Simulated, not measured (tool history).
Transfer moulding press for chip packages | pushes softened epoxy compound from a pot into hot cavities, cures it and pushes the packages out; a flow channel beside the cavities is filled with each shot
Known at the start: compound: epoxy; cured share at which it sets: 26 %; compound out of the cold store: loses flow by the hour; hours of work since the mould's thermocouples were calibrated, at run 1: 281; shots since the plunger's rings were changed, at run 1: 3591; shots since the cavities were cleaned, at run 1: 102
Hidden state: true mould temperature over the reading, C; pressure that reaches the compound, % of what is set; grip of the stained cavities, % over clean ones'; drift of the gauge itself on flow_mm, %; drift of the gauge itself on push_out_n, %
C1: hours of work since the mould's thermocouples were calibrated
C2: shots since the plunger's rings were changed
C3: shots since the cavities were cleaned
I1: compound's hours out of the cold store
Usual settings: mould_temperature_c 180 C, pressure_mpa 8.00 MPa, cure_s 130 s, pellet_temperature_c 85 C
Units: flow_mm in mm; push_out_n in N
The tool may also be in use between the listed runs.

Run 1, hour 0.0: usual settings; C1 281; C2 3591; C3 102; I1 23.2. Result: flow_mm 534 mm, push_out_n 653 N.
At hour 40.7: cavities cleaned with cleaning compound and waxed.
Run 2, hour 44.4: usual settings; C1 307; C2 3973; C3 32; I1 22.8. Result: flow_mm 530 mm, push_out_n 638 N.
At hour 92.9: plunger's sealing rings changed.
At hour 94.4: cavities cleaned with cleaning compound and waxed.
Run 3, hour 95.0: usual settings but cure_s 115 s; C1 336; C2 6; C3 6; I1 38.9. Result: flow_mm 527 mm, push_out_n 722 N.
Run 4, hour 126.0: usual settings but cure_s 150 s; C1 356; C2 282; C3 282; I1 37.0. Result: flow_mm 527 mm, push_out_n 629 N.
At hour 145.8: cavities cleaned with cleaning compound and waxed.
Run 5, hour 173.9: usual settings but cure_s 150 s; C1 385; C2 696; C3 251; I1 17.7. Result: flow_mm 557 mm, push_out_n 616 N.
At hour 196.1: cavities cleaned with cleaning compound and waxed.
Run 6, hour 204.3: usual settings but pellet_temperature_c 82 C; C1 403; C2 954; C3 74; I1 43.5. Result: flow_mm 510 mm, push_out_n 628 N.
Run 7, hour 241.8: usual settings but pellet_temperature_c 82 C; C1 426; C2 1289; C3 409; I1 13.7. Result: flow_mm 568 mm, push_out_n 813 N.
At hour 246.2: cavities cleaned with cleaning compound and waxed.
Run 8, hour 273.6: usual settings but pellet_temperature_c 82 C; C1 445; C2 1559; C3 244; I1 18.3. Result: flow_mm 556 mm, push_out_n 773 N.
At hour 295.3: cavities cleaned with cleaning compound and waxed.
Run 9, hour 297.4: usual settings but mould_temperature_c 176 C, cure_s 134 s; C1 459; C2 1758; C3 19; I1 20.4. Result: flow_mm 556 mm, push_out_n 728 N.
Run 10, hour 338.9: usual settings but mould_temperature_c 176 C, cure_s 134 s, pellet_temperature_c 89 C; C1 485; C2 2128; C3 389; I1 20.6. Result: flow_mm 551 mm, push_out_n 892 N.
At hour 347.4: cavities cleaned with cleaning compound and waxed.
Run 11, hour 368.7: usual settings but mould_temperature_c 181 C, pressure_mpa 6.52 MPa, cure_s 136 s; C1 502; C2 2381; C3 190; I1 17.9. Result: flow_mm 497 mm, push_out_n 609 N.
At hour 396.9: cavities cleaned with cleaning compound and waxed.
Run 12, hour 396.9: usual settings but mould_temperature_c 181 C, pressure_mpa 6.52 MPa, cure_s 136 s; C1 519; C2 2619; C3 0; I1 29.5. Result: flow_mm 473 mm, push_out_n 515 N.
Run 13, hour 432.5: usual settings but mould_temperature_c 179 C, pressure_mpa 8.90 MPa, cure_s 154 s, pellet_temperature_c 78 C; C1 541; C2 2937; C3 318; I1 38.5. Result: flow_mm 541 mm, push_out_n 602 N.
At hour 446.5: cavities cleaned with cleaning compound and waxed.
Run 14, hour 478.4: usual settings but mould_temperature_c 185 C, pressure_mpa 6.71 MPa, pellet_temperature_c 84 C; C1 569; C2 3333; C3 284; I1 45.1. Result: flow_mm 452 mm, push_out_n 604 N.
At hour 495.8: cavities cleaned with cleaning compound and waxed.
Run 15, hour 501.8: usual settings but mould_temperature_c 186 C, pressure_mpa 6.67 MPa, cure_s 139 s, pellet_temperature_c 91 C; C1 583; C2 3529; C3 54; I1 39.6. Result: flow_mm 461 mm, push_out_n 514 N.

Forecast each of these 5 alternatives for the next run:
Run A, hour 522.6: usual settings but mould_temperature_c 186 C, pressure_mpa 6.67 MPa, cure_s 158 s, pellet_temperature_c 93 C; C1 596; C2 3714; C3 239; I1 47.3. Result: flow_mm ?, push_out_n ?.
Run B, hour 522.6: usual settings but mould_temperature_c 172 C, pressure_mpa 8.24 MPa, pellet_temperature_c 92 C; C1 596; C2 3714; C3 239; I1 11.9. Result: flow_mm ?, push_out_n ?.
Run C, hour 522.6: usual settings but mould_temperature_c 186 C, pressure_mpa 6.67 MPa, cure_s 132 s, pellet_temperature_c 91 C; C1 596; C2 3714; C3 239; I1 44.8. Result: flow_mm ?, push_out_n ?.
Run D, hour 522.6: usual settings but mould_temperature_c 179 C, pressure_mpa 6.67 MPa, cure_s 156 s, pellet_temperature_c 91 C; C1 596; C2 3714; C3 239; I1 12.4. Result: flow_mm ?, push_out_n ?.
Run E, hour 522.6: usual settings but mould_temperature_c 186 C, pressure_mpa 6.67 MPa, cure_s 139 s, pellet_temperature_c 77 C; C1 596; C2 3714; C3 239; I1 36.4. Result: flow_mm ?, push_out_n ?.

run  flow_mm  push_out_n
  A      443         513
  B      568        1106
  C      453         542
  D      508         590
  E      462         543
Without the tool's hidden state the same runs would have given:
run  flow_mm  push_out_n
  A      459         429
  B      589         988
  C      470         460
  D      526         507
  E      479         460
